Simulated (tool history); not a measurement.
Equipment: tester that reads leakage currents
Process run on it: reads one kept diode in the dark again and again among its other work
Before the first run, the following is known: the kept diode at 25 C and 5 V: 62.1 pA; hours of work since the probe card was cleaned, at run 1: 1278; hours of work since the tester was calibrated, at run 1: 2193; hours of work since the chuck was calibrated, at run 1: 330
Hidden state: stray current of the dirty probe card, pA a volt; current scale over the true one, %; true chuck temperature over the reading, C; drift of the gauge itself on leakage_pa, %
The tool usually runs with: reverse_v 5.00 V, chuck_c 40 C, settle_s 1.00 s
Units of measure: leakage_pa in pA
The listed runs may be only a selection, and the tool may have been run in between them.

run     day  reverse_v  chuck_c  settle_s  hours of work since the probe card was cleaned  hours of work since the tester was calibrated  hours of work since the chuck was calibrated  leakage_pa
  1   0.000       5.00       40      1.00                                            1278                                           2193                                           330      238.12
  2   3.688       5.00       40      1.00                                            1333                                           2248                                           385      241.08
  3   7.158       5.00       40      1.00                                            1385                                           2300                                           437      242.63
  4   9.525       5.00       40      1.00                                            1420                                           2335                                           472      242.17
  5  13.221       5.00       40      1.00                                            1475                                           2390                                           527      245.66
     14.312  -- chuck's temperature calibrated
  6  15.571       5.00       40      0.64                                            1509                                           2424                                            19      228.58
  7  18.638      16.52       40      1.00                                            1555                                           2470                                            65      397.80
  8  21.967      16.52       40      2.47                                            1605                                           2520                                           114      400.97
  9  23.783       5.00       40      1.00                                            1632                                           2547                                           141      233.60
 10  27.454       5.00       24      1.00                                            1687                                           2602                                           196       64.52
 11  29.954       5.00       24      1.00                                            1724                                           2639                                           233       65.11
 12  32.708       5.00       46      1.00                                            1765                                           2680                                           275      378.49
 13  35.946       2.59       45      1.48                                            1813                                           2728                                           323      263.45
 14  37.846       4.24       45      0.46                                            1842                                           2757                                           351      332.04
 15  40.562       4.24       45      0.46                                            1882                                           2797                                           392      333.50
 16  44.446       4.24       45      0.46                                            1940                                           2855                                           450      337.17
 17  47.217       7.65       40      1.45                                            1981                                           2897                                           491      298.62
     50.571  -- chuck's temperature calibrated
 18  50.571       3.30       20      3.73                                            2030                                           2945                                             0       37.35
     52.154  -- probe card cleaned and baked
 19  53.846       3.30       20      3.73                                              25                                           2992                                            47       34.63
 20  56.871      10.43       45      1.00                                              70                                           3037                                            92      476.52
 21  60.771      12.35       40      0.42                                             129                                           3096                                           150      354.63
 22  64.621       2.66       22      9.19                                             186                                           3153                                           208       38.71
     66.154  -- tester calibrated
 23  67.388       3.99       49      3.37                                             226                                             18                                           248      419.33

Below, some changes in leakage_pa between adjacent runs. For each, the amount present without the hidden state too (settings, incoming material, random variation) and the amount remaining for the hidden state with gauge scatter not shared by both compared results:
Run 17 -> 18: reverse_v 7.65 -> 3.30, chuck_c 40 -> 20, settle_s 1.45 -> 3.73, chuck's temperature calibrated. leakage_pa -261.27 pA: hidden state -27.11, all else -234.16.
Run 19 -> 20: reverse_v 3.30 -> 10.43, chuck_c 20 -> 45, settle_s 3.73 -> 1.00. leakage_pa +441.89 pA: hidden state +18.95, all else +422.94.
Run 22 -> 23: reverse_v 2.66 -> 3.99, chuck_c 22 -> 49, settle_s 9.19 -> 3.37, tester calibrated. leakage_pa +380.62 pA: hidden state +11.67, all else +368.95.
